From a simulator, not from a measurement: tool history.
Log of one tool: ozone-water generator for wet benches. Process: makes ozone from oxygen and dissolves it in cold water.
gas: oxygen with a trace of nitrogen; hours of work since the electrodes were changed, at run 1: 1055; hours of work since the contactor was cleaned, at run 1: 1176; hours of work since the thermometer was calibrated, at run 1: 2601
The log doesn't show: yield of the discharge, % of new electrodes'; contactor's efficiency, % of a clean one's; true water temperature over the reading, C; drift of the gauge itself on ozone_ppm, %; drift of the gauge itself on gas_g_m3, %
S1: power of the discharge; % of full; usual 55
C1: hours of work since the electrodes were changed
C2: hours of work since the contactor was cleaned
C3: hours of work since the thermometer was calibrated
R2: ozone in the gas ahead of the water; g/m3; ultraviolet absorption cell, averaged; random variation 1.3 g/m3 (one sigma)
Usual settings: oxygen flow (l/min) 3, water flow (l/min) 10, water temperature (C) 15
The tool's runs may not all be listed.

run 1 hour=0 | S1=55 oxygen_flow_(l/min)=3 water_flow_(l/min)=10 water_temperature_(C)=15 | C1=1055 C2=1176 C3=2601 | dissolved_ozone_(ppm)=25.4 R2=234.4
run 2 hour=44.9 | S1=55 oxygen_flow_(l/min)=3 water_flow_(l/min)=7 water_temperature_(C)=15 | C1=1085 C2=1207 C3=2631 | dissolved_ozone_(ppm)=31.9 R2=231.9
run 3 hour=77.7 | S1=55 oxygen_flow_(l/min)=3 water_flow_(l/min)=7 water_temperature_(C)=15 | C1=1107 C2=1229 C3=2653 | dissolved_ozone_(ppm)=32.2 R2=231.6
run 4 hour=118.6 | S1=55 oxygen_flow_(l/min)=3 water_flow_(l/min)=9 water_temperature_(C)=15 | C1=1135 C2=1256 C3=2681 | dissolved_ozone_(ppm)=26.8 R2=232.8
run 5 hour=153.8 | S1=55 oxygen_flow_(l/min)=3 water_flow_(l/min)=9 water_temperature_(C)=15 | C1=1159 C2=1280 C3=2705 | dissolved_ozone_(ppm)=27.4 R2=232.5
run 6 hour=195.7 | S1=55 oxygen_flow_(l/min)=3 water_flow_(l/min)=9 water_temperature_(C)=15 | C1=1187 C2=1309 C3=2733 | dissolved_ozone_(ppm)=27 R2=231.8
run 7 hour=231.6 | S1=55 oxygen_flow_(l/min)=3 water_flow_(l/min)=10 water_temperature_(C)=15 | C1=1211 C2=1333 C3=2757 | dissolved_ozone_(ppm)=25.1 R2=233
run 8 hour=277.2 | S1=55 oxygen_flow_(l/min)=3 water_flow_(l/min)=10 water_temperature_(C)=15 | C1=1242 C2=1364 C3=2788 | dissolved_ozone_(ppm)=25.4 R2=230.6
run 9 hour=322.3 | S1=55 oxygen_flow_(l/min)=3 water_flow_(l/min)=10 water_temperature_(C)=15 | C1=1272 C2=1394 C3=2818 | dissolved_ozone_(ppm)=25.3 R2=233.8
run 10 hour=364 | S1=55 oxygen_flow_(l/min)=3 water_flow_(l/min)=10 water_temperature_(C)=15 | C1=1301 C2=1422 C3=2847 | dissolved_ozone_(ppm)=24.9 R2=230.6
run 11 hour=400.7 | S1=55 oxygen_flow_(l/min)=3 water_flow_(l/min)=10 water_temperature_(C)=15 | C1=1325 C2=1447 C3=2871 | dissolved_ozone_(ppm)=24.8 R2=232.9
run 12 hour=421.6 | S1=55 oxygen_flow_(l/min)=3 water_flow_(l/min)=10 water_temperature_(C)=15 | C1=1340 C2=1461 C3=2886 | dissolved_ozone_(ppm)=25.2 R2=231.2
run 13 hour=453.8 | S1=55 oxygen_flow_(l/min)=3 water_flow_(l/min)=10 water_temperature_(C)=15 | C1=1361 C2=1483 C3=2907 | dissolved_ozone_(ppm)=25 R2=233.2
run 14 hour=490.3 | S1=55 oxygen_flow_(l/min)=3 water_flow_(l/min)=10 water_temperature_(C)=15 | C1=1386 C2=1508 C3=2932 | dissolved_ozone_(ppm)=24.8 R2=231.5
run 15 hour=525.7 | S1=90 oxygen_flow_(l/min)=3 water_flow_(l/min)=10 water_temperature_(C)=15 | C1=1410 C2=1532 C3=2956 | dissolved_ozone_(ppm)=34.3 R2=324.6
run 16 hour=556.1 | S1=90 oxygen_flow_(l/min)=2.25 water_flow_(l/min)=10 water_temperature_(C)=15 | C1=1430 C2=1552 C3=2976 | dissolved_ozone_(ppm)=33.3 R2=363
run 17 hour=576.7 | S1=90 oxygen_flow_(l/min)=2.25 water_flow_(l/min)=10 water_temperature_(C)=15 | C1=1444 C2=1566 C3=2990 | dissolved_ozone_(ppm)=32.7 R2=361.9
run 18 hour=619.4 | S1=56 oxygen_flow_(l/min)=2.97 water_flow_(l/min)=8 water_temperature_(C)=15 | C1=1473 C2=1595 C3=3019 | dissolved_ozone_(ppm)=29.5 R2=236.2
run 19 hour=644.9 | S1=56 oxygen_flow_(l/min)=2.97 water_flow_(l/min)=9 water_temperature_(C)=22 | C1=1490 C2=1612 C3=3036 | dissolved_ozone_(ppm)=23.9 R2=235.3
run 20 hour=684.1 | S1=56 oxygen_flow_(l/min)=2.97 water_flow_(l/min)=9 water_temperature_(C)=22 | C1=1517 C2=1639 C3=3063 | dissolved_ozone_(ppm)=24.4 R2=236.5
run 21 hour=723.6 | S1=56 oxygen_flow_(l/min)=2.97 water_flow_(l/min)=9 water_temperature_(C)=22 | C1=1544 C2=1665 C3=3090 | dissolved_ozone_(ppm)=24.1 R2=235.3
run 22 hour=743.6 | S1=56 oxygen_flow_(l/min)=4.55 water_flow_(l/min)=12 water_temperature_(C)=22 | C1=1557 C2=1679 C3=3103 | dissolved_ozone_(ppm)=20.1 R2=195.8
run 23 hour=768.4 | S1=55 oxygen_flow_(l/min)=3.14 water_flow_(l/min)=10 water_temperature_(C)=14 | C1=1574 C2=1696 C3=3120 | dissolved_ozone_(ppm)=25.1 R2=227.2
run 24 hour=811.3 | S1=55 oxygen_flow_(l/min)=3.14 water_flow_(l/min)=10 water_temperature_(C)=14 | C1=1603 C2=1725 C3=3149 | dissolved_ozone_(ppm)=25.5 R2=226
run 25 hour=847.6 | S1=50 oxygen_flow_(l/min)=2.22 water_flow_(l/min)=11 water_temperature_(C)=8 | C1=1627 C2=1749 C3=3173 | dissolved_ozone_(ppm)=22.2 R2=247.3
run 26 hour=879.9 | S1=65 oxygen_flow_(l/min)=2.5 water_flow_(l/min)=14 water_temperature_(C)=8 | C1=1649 C2=1771 C3=3195 | dissolved_ozone_(ppm)=22 R2=278.7
run 27 hour=910.4 | S1=65 oxygen_flow_(l/min)=2.5 water_flow_(l/min)=7 water_temperature_(C)=11 | C1=1670 C2=1792 C3=3216 | dissolved_ozone_(ppm)=37.1 R2=278.2
run 28 hour=941 | S1=94 oxygen_flow_(l/min)=5.16 water_flow_(l/min)=7 water_temperature_(C)=11 | C1=1691 C2=1812 C3=3236 | dissolved_ozone_(ppm)=47.2 R2=260.3
run 29 hour=967.1 | S1=94 oxygen_flow_(l/min)=4.11 water_flow_(l/min)=7 water_temperature_(C)=21 | C1=1708 C2=1830 C3=3254 | dissolved_ozone_(ppm)=39.2 R2=289.4
run 30 hour=1007.9 | S1=64 oxygen_flow_(l/min)=2.45 water_flow_(l/min)=8 water_temperature_(C)=17 | C1=1736 C2=1857 C3=3282 | dissolved_ozone_(ppm)=30 R2=277.7
run 31 hour=1030.1 | S1=64 oxygen_flow_(l/min)=2.45 water_flow_(l/min)=14 water_temperature_(C)=7 | C1=1751 C2=1872 C3=3297 | dissolved_ozone_(ppm)=22 R2=276.1
run 32 hour=1069.1 | S1=64 oxygen_flow_(l/min)=2.45 water_flow_(l/min)=14 water_temperature_(C)=7 | C1=1777 C2=1899 C3=3323 | dissolved_ozone_(ppm)=21.9 R2=275.5

Forecast each of these 5 alternatives for the next run:
run A hour=1115.1 | S1=55 oxygen_flow_(l/min)=3.56 water_flow_(l/min)=12 water_temperature_(C)=11 | C1=1808 C2=1930 C3=3354 | dissolved_ozone_(ppm)=? R2=?
run B hour=1115.1 | S1=99 oxygen_flow_(l/min)=4.18 water_flow_(l/min)=14 water_temperature_(C)=18 | C1=1808 C2=1930 C3=3354 | dissolved_ozone_(ppm)=? R2=?
run C hour=1115.1 | S1=82 oxygen_flow_(l/min)=3.76 water_flow_(l/min)=14 water_temperature_(C)=7 | C1=1808 C2=1930 C3=3354 | dissolved_ozone_(ppm)=? R2=?
run D hour=1115.1 | S1=55 oxygen_flow_(l/min)=3 water_flow_(l/min)=10 water_temperature_(C)=10 | C1=1808 C2=1930 C3=3354 | dissolved_ozone_(ppm)=? R2=?
run E hour=1115.1 | S1=64 oxygen_flow_(l/min)=2.45 water_flow_(l/min)=14 water_temperature_(C)=9 | C1=1808 C2=1930 C3=3354 | dissolved_ozone_(ppm)=? R2=?

run=A dissolved_ozone_(ppm)=23.3 R2=213.2
run=B dissolved_ozone_(ppm)=28.4 R2=296.7
run=C dissolved_ozone_(ppm)=28.8 R2=271.9
run=D dissolved_ozone_(ppm)=26.2 R2=230.6
run=E dissolved_ozone_(ppm)=21.3 R2=279.2
Without the tool's hidden state the same runs would have given:
run=A dissolved_ozone_(ppm)=24.6 R2=219
run=B dissolved_ozone_(ppm)=30.5 R2=308.6
run=C dissolved_ozone_(ppm)=30.8 R2=281.6
run=D dissolved_ozone_(ppm)=27.8 R2=236.8
run=E dissolved_ozone_(ppm)=22.7 R2=287.7

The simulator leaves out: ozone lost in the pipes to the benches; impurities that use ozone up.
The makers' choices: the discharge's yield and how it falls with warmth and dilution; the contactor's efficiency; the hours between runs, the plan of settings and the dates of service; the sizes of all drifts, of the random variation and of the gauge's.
